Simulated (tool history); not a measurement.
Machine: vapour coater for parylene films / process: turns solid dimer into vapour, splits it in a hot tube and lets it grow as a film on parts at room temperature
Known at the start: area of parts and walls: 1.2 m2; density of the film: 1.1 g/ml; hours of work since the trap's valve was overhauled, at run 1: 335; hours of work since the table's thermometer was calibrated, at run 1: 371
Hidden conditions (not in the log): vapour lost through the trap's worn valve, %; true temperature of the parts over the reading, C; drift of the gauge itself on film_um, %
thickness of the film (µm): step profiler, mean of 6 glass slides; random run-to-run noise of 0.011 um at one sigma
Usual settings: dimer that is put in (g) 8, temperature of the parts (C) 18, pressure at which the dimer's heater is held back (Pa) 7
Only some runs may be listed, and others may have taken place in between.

run   hour  dimer that is put in (g)  temperature of the parts (C)  pressure at which the dimer's heater is held back (Pa)  hours of work since the trap's valve was overhauled  hours of work since the table's thermometer was calibrated  thickness of the film (µm)
  1      0                         8                            18                                                       7                                                  335                                                         371                        3.49
  2   18.1                         8                            18                                                       7                                                  350                                                         387                        3.46
  3   42.3                         8                            18                                                       7                                                  370                                                         407                        3.44
  4     66                         8                            18                                                       7                                                  390                                                         427                        3.47
  5   85.2                         8                            18                                                       7                                                  406                                                         443                        3.43
  6   98.8                         8                            18                                                       7                                                  418                                                         454                        3.43
     103.9  -- trap's valve overhauled
  7  113.4                         8                            10                                                       7                                                    8                                                         463                         5.1
  8  128.6                         8                            10                                                       7                                                   21                                                         476                         5.1
  9  145.6                        11                            18                                                       7                                                   35                                                         490                        5.02
 10  165.8                        11                            12                                                       7                                                   52                                                         507                        6.44
 11  183.8                        11                            12                                                       7                                                   67                                                         522                        6.43
 12  197.8                         6                            12                                                       7                                                   79                                                         534                        3.48
 13  218.1                         3                            12                                                       7                                                   96                                                         551                        1.75
 14  237.1                        12                            12                                                       7                                                  112                                                         567                        6.96
 15  252.2                        12                            12                                                    5.31                                                  125                                                         580                        7.14
 16  262.7                        12                            12                                                    5.31                                                  134                                                         589                        7.13
     265.9  -- table's thermometer calibrated
 17  274.9                         5                            23                                                       7                                                  143                                                           8                        1.85
 18  289.3                         7                            13                                                    2.48                                                  155                                                          20                        4.35
 19  303.4                         8                            10                                                    6.54                                                  167                                                          31                        5.09
 20  315.7                         8                            10                                                    6.54                                                  177                                                          42                         5.1
 21  335.5                        14                            11                                                    4.06                                                  194                                                          58                        8.99
 22  354.9                         3                            26                                                    7.02                                                  210                                                          75                        0.97
 23  374.3                         8                            16                                                    2.33                                                  226                                                          91                        4.38
     397.6  -- table's thermometer calibrated, once more
 24  398.5                         9                            10                                                       7                                                  246                                                           1                        5.45
 25  422.8                         9                            23                                                   10.36                                                  266                                                          21                        3.02
 26  436.5                        13                            18                                                       7                                                  278                                                          33                        5.58
 27  452.5                         6                            18                                                    2.61                                                  291                                                          46                        2.86
 28  473.2                        11                            18                                                    2.61                                                  309                                                          64                        5.19

Branching from run 28: 5 alternative next runs. What would each branch give?
  A  494.9                        13                            13                                                    6.25                                                  327                                                          82                           ?
  B  494.9                        14                            15                                                    3.79                                                  327                                                          82                           ?
  C  494.9                        11                            18                                                    3.05                                                  327                                                          82                           ?
  D  494.9                         8                            11                                                     8.1                                                  327                                                          82                           ?
  E  494.9                         5                            12                                                    6.31                                                  327                                                          82                           ?

run  thickness of the film (µm)
  A                        6.92
  B                        7.23
  C                        5.12
  D                        4.51
  E                        2.77
With the hidden condition removed and each run's random variation left untouched, the same runs would have given:
run  thickness of the film (µm)
  A                        7.34
  B                        7.68
  C                        5.43
  D                        4.78
  E                        2.94
